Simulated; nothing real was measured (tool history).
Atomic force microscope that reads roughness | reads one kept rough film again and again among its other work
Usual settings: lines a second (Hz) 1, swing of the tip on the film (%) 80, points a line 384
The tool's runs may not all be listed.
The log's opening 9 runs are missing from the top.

| run | hour | lines a second (Hz) | swing of the tip on the film (%) | points a line | pictures with this tip | hours of work since the height scale was calibrated | roughness of the kept film (nm (root mean square)) |
|---|---|---|---|---|---|---|---|
| 10 | 121.7 | 1 | 59 | 384 | 115 | 557 | 3.572 |
| 11 | 131 | 1 | 59 | 384 | 133 | 563 | 3.598 |
| 12 | 150.7 | 1 | 59 | 384 | 170 | 575 | 3.578 |
| 13 | 164.6 | 1 | 59 | 384 | 197 | 584 | 3.588 |
| 14 | 184.1 | 1 | 59 | 440 | 234 | 596 | 3.574 |
| 15 | 197.8 | 1 | 59 | 440 | 260 | 604 | 3.589 |
|  | 202.3 | new tip fitted |
| 16 | 207.4 | 1 | 59 | 440 | 10 | 610 | 3.593 |
| 17 | 215.6 | 3.73 | 81 | 533 | 26 | 615 | 2.716 |
| 18 | 224.3 | 3.73 | 74 | 377 | 42 | 620 | 2.943 |
| 19 | 243.4 | 1.86 | 60 | 384 | 79 | 632 | 3.524 |
| 20 | 256.9 | 1 | 86 | 744 | 105 | 640 | 3.284 |
| 21 | 271.5 | 1.08 | 60 | 934 | 133 | 649 | 3.586 |
| 22 | 282.3 | 0.81 | 60 | 464 | 153 | 656 | 3.623 |
| 23 | 295.2 | 1 | 75 | 411 | 178 | 664 | 3.455 |
| 24 | 307.4 | 1 | 75 | 374 | 201 | 671 | 3.416 |
| 25 | 318.1 | 2.72 | 82 | 681 | 222 | 678 | 2.91 |
| 26 | 333.1 | 1.47 | 80 | 324 | 250 | 687 | 3.23 |
|  | 343.4 | new tip fitted |
| 27 | 350.8 | 1.47 | 80 | 324 | 14 | 697 | 3.237 |
| 28 | 370.3 | 1 | 64 | 415 | 52 | 709 | 3.542 |
| 29 | 384 | 3.35 | 81 | 479 | 78 | 718 | 2.782 |
| 30 | 393.3 | 2.63 | 70 | 262 | 96 | 724 | 3.223 |

5 ways to go on from here, each from the tool as it stands after run 30. What would each give?
| A | 407.9 | 2.22 | 64 | 720 | 124 | 733 | ? |
| B | 407.9 | 1 | 80 | 468 | 124 | 733 | ? |
| C | 407.9 | 0.83 | 86 | 385 | 124 | 733 | ? |
| D | 407.9 | 1.6 | 63 | 668 | 124 | 733 | ? |
| E | 407.9 | 0.68 | 87 | 316 | 124 | 733 | ? |

| run | roughness of the kept film (nm (root mean square)) |
|---|---|
| A | 3.426 |
| B | 3.384 |
| C | 3.332 |
| D | 3.484 |
| E | 3.379 |
Take away the tool's hidden state, keep each run's random variation, and the runs would have read:
| run | roughness of the kept film (nm (root mean square)) |
|---|---|
| A | 3.433 |
| B | 3.39 |
| C | 3.338 |
| D | 3.491 |
| E | 3.385 |
